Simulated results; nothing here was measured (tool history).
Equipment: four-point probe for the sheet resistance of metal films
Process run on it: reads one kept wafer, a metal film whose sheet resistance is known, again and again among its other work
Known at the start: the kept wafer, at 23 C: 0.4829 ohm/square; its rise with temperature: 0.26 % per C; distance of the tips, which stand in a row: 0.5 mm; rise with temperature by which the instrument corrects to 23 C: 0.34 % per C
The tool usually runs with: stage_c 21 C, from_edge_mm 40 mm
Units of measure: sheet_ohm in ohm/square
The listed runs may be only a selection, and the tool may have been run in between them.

run	hour	stage_c	from_edge_mm	sheet_ohm
1	0.0	21	40	0.484970
2	78.2	21	40	0.484880
3	128.6	23	40	0.484057
4	162.9	23	40	0.484225
5	231.1	24	40	0.483903
6	290.9	20	40	0.485423
7	340.8	23	40	0.484127
8	390.5	23	40	0.484339
9	447.5	32	5	0.483534
10	518.0	32	5	0.483871
11	588.8	28	6	0.484355
12	669.1	23	40	0.484063
13	743.2	23	40	0.484120
14	823.8	23	17	0.484620

Branching from run 14: 4 alternative next runs. What would each branch give?
A	901.8	19	43	?
B	901.8	24	16	?
C	901.8	22	19	?
D	901.8	24	4	?

run	sheet_ohm
A	0.485624
B	0.484064
C	0.484712
D	0.487974
With no hidden state in the tool, these same runs would have given:
run	sheet_ohm
A	0.484329
B	0.482769
C	0.483417
D	0.486669
